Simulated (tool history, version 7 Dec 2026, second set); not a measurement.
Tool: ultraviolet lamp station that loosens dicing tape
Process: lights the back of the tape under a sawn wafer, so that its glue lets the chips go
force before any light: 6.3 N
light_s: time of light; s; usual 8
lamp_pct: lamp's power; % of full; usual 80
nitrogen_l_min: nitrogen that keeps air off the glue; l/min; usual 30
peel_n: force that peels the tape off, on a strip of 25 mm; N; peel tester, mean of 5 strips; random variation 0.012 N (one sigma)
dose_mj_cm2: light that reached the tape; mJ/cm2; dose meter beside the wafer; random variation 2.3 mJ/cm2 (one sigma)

| run | day | light_s | lamp_pct | nitrogen_l_min | peel_n | dose_mj_cm2 |
|---|---|---|---|---|---|---|
| 1 | 0 | 8 | 80 | 30 | 0.77 | 198 |
| 2 | 1.208 | 8 | 80 | 55 | 0.647 | 195 |
|  | 1.792 | window cleaned of glue's vapour |
| 3 | 2.25 | 6 | 80 | 55 | 0.922 | 164 |
| 4 | 3.925 | 8 | 80 | 30 | 0.665 | 211 |
| 5 | 5.667 | 8 | 80 | 30 | 0.677 | 210 |
| 6 | 6.804 | 6 | 80 | 30 | 1.101 | 154 |
| 7 | 8.038 | 6 | 80 | 30 | 1.148 | 158 |
| 8 | 8.862 | 6 | 80 | 30 | 1.161 | 157 |
| 9 | 10.879 | 6 | 80 | 30 | 1.174 | 151 |
| 10 | 12.771 | 8 | 80 | 30 | 0.718 | 199 |
| 11 | 13.812 | 8 | 99 | 30 | 0.477 | 246 |
| 12 | 15.212 | 8 | 67 | 30 | 1.063 | 165 |
| 13 | 16.596 | 9 | 67 | 30 | 0.843 | 177 |
| 14 | 17.738 | 5 | 88 | 34 | 1.381 | 133 |
| 15 | 19.725 | 4 | 88 | 34 | 1.893 | 106 |
| 16 | 21.171 | 8 | 71 | 30 | 0.999 | 173 |
| 17 | 22.383 | 8 | 61 | 30 | 1.291 | 146 |
| 18 | 23.896 | 4 | 95 | 12 | 2.243 | 111 |
|  | 24.692 | window cleaned of glue's vapour |
| 19 | 25.483 | 8 | 66 | 30 | 0.959 | 173 |
| 20 | 26.617 | 7 | 98 | 41 | 0.547 | 221 |
| 21 | 28 | 15 | 92 | 11 | 0.236 | 439 |
| 22 | 29.838 | 8 | 87 | 14 | 0.801 | 219 |
| 23 | 30.738 | 8 | 87 | 14 | 0.857 | 220 |

3 ways to go on from here, each from the tool as it stands after run 23. What would each give?
| A | 32.254 | 8 | 63 | 30 | ? | ? |
| B | 32.254 | 8 | 92 | 11 | ? | ? |
| C | 32.254 | 8 | 79 | 20 | ? | ? |

| run | peel_n | dose_mj_cm2 |
|---|---|---|
| A | 1.119 | 154 |
| B | 0.843 | 223 |
| C | 0.869 | 194 |
Without the tool's hidden state the same runs would have given:
| run | peel_n | dose_mj_cm2 |
|---|---|---|
| A | 0.865 | 180 |
| B | 0.631 | 261 |
| C | 0.651 | 226 |
